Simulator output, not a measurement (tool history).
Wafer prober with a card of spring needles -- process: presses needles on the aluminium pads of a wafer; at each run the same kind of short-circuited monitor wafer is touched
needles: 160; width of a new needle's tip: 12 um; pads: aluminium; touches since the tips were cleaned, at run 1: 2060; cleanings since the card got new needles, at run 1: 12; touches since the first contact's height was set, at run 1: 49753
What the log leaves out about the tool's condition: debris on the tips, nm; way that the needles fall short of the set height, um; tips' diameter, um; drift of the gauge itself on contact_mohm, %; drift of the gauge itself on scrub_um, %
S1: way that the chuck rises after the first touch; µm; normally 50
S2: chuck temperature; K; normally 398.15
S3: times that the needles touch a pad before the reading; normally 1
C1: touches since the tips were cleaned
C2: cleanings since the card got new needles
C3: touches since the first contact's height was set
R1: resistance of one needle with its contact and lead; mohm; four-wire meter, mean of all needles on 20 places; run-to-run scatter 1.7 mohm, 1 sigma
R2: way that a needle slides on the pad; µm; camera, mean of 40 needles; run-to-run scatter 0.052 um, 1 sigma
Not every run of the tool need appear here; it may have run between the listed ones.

run 1 day=0.000 | S1=50 S2=398.15 S3=1 | C1=2060 C2=12 C3=49753 | R1=216 R2=7.35
-- day=0.175 tips cleaned on abrasive film
-- day=0.579 tips cleaned on abrasive film
run 2 day=0.804 | S1=50 S2=398.15 S3=3 | C1=1840 C2=14 C3=56256 | R1=186 R2=7.28
-- day=1.008 tips cleaned on abrasive film
-- day=1.458 tips cleaned on abrasive film
run 3 day=1.788 | S1=50 S2=398.15 S3=1 | C1=2672 C2=16 C3=64227 | R1=232 R2=7.36
-- day=1.879 tips cleaned on abrasive film
-- day=2.350 tips cleaned on abrasive film
run 4 day=2.525 | S1=50 S2=379.15 S3=1 | C1=1447 C2=18 C3=70202 | R1=209 R2=7.36
-- day=2.829 tips cleaned on abrasive film
-- day=3.300 tips cleaned on abrasive film
run 5 day=3.529 | S1=50 S2=379.15 S3=1 | C1=1876 C2=20 C3=78350 | R1=215 R2=7.31
-- day=3.704 tips cleaned on abrasive film
-- day=4.200 tips cleaned on abrasive film
run 6 day=4.446 | S1=50 S2=379.15 S3=1 | C1=2007 C2=22 C3=85768 | R1=225 R2=7.18
-- day=4.625 tips cleaned on abrasive film
-- day=5.108 tips cleaned on abrasive film
run 7 day=5.383 | S1=65 S2=398.15 S3=1 | C1=2261 C2=24 C3=93368 | R1=203 R2=9.49
-- day=5.571 tips cleaned on abrasive film
-- day=6.058 tips cleaned on abrasive film
run 8 day=6.221 | S1=65 S2=398.15 S3=1 | C1=1337 C2=26 C3=100139 | R1=194 R2=9.47
-- day=6.500 tips cleaned on abrasive film
-- day=6.946 tips cleaned on abrasive film
run 9 day=7.117 | S1=65 S2=398.15 S3=1 | C1=1373 C2=28 C3=107391 | R1=194 R2=9.52
-- day=7.392 tips cleaned on abrasive film
-- day=7.842 tips cleaned on abrasive film
run 10 day=7.892 | S1=65 S2=398.15 S3=1 | C1=392 C2=30 C3=113663 | R1=178 R2=9.35
-- day=8.004 height of the first contact set anew
-- day=8.267 tips cleaned on abrasive film
run 11 day=8.629 | S1=39 S2=367.15 S3=2 | C1=2947 C2=31 C3=5089 | R1=243 R2=5.53
-- day=8.704 tips cleaned on abrasive film
-- day=9.158 tips cleaned on abrasive film
run 12 day=9.479 | S1=39 S2=367.15 S3=2 | C1=2620 C2=33 C3=11970 | R1=242 R2=5.55
-- day=9.583 tips cleaned on abrasive film
-- day=10.046 tips cleaned on abrasive film
-- day=10.500 tips cleaned on abrasive film
run 13 day=10.817 | S1=32 S2=319.15 S3=2 | C1=2565 C2=36 C3=22792 | R1=271 R2=4.47
-- day=10.917 tips cleaned on abrasive film
-- day=11.362 tips cleaned on abrasive film
-- day=11.821 tips cleaned on abrasive film
run 14 day=12.204 | S1=47 S2=387.15 S3=2 | C1=3156 C2=39 C3=34058 | R1=225 R2=6.62
-- day=12.308 tips cleaned on abrasive film
-- day=12.779 height of the first contact set anew, once more
-- day=12.783 tips cleaned on abrasive film
-- day=13.238 tips cleaned on abrasive film
run 15 day=13.383 | S1=47 S2=387.15 S3=2 | C1=1185 C2=42 C3=4878 | R1=198 R2=7.00
-- day=13.662 tips cleaned on abrasive film
-- day=14.067 tips cleaned on abrasive film
run 16 day=14.288 | S1=53 S2=304.15 S3=1 | C1=1808 C2=44 C3=12189 | R1=206 R2=7.83
-- day=14.488 tips cleaned on abrasive film
-- day=14.975 tips cleaned on abrasive film
run 17 day=15.188 | S1=50 S2=320.15 S3=1 | C1=1718 C2=46 C3=19489 | R1=212 R2=7.34
-- day=15.442 tips cleaned on abrasive film
-- day=15.904 tips cleaned on abrasive film
run 18 day=16.175 | S1=69 S2=309.15 S3=3 | C1=2232 C2=48 C3=27513 | R1=164 R2=10.21

4 options for the next run, each taken on its own from the tool as it stands now. Forecast them:
-- day=16.325 tips cleaned on abrasive film
-- day=16.771 tips cleaned on abrasive film
run A day=17.083 | S1=50 S2=319.15 S3=2 | C1=2536 C2=50 C3=34855 | R1=? R2=?
-- day=16.325 tips cleaned on abrasive film
-- day=16.771 tips cleaned on abrasive film
run B day=17.083 | S1=61 S2=377.15 S3=1 | C1=2536 C2=50 C3=34855 | R1=? R2=?
-- day=16.325 tips cleaned on abrasive film
-- day=16.771 tips cleaned on abrasive film
run C day=17.083 | S1=31 S2=328.15 S3=2 | C1=2536 C2=50 C3=34855 | R1=? R2=?
-- day=16.325 tips cleaned on abrasive film
-- day=16.771 tips cleaned on abrasive film
run D day=17.083 | S1=52 S2=309.15 S3=3 | C1=2536 C2=50 C3=34855 | R1=? R2=?

run=A R1=205 R2=7.31
run=B R1=215 R2=8.93
run=C R1=284 R2=4.66
run=D R1=184 R2=7.63
Without the tool's hidden state the same runs would have given:
run=A R1=155 R2=7.39
run=B R1=162 R2=9.00
run=C R1=170 R2=4.74
run=D R1=155 R2=7.71

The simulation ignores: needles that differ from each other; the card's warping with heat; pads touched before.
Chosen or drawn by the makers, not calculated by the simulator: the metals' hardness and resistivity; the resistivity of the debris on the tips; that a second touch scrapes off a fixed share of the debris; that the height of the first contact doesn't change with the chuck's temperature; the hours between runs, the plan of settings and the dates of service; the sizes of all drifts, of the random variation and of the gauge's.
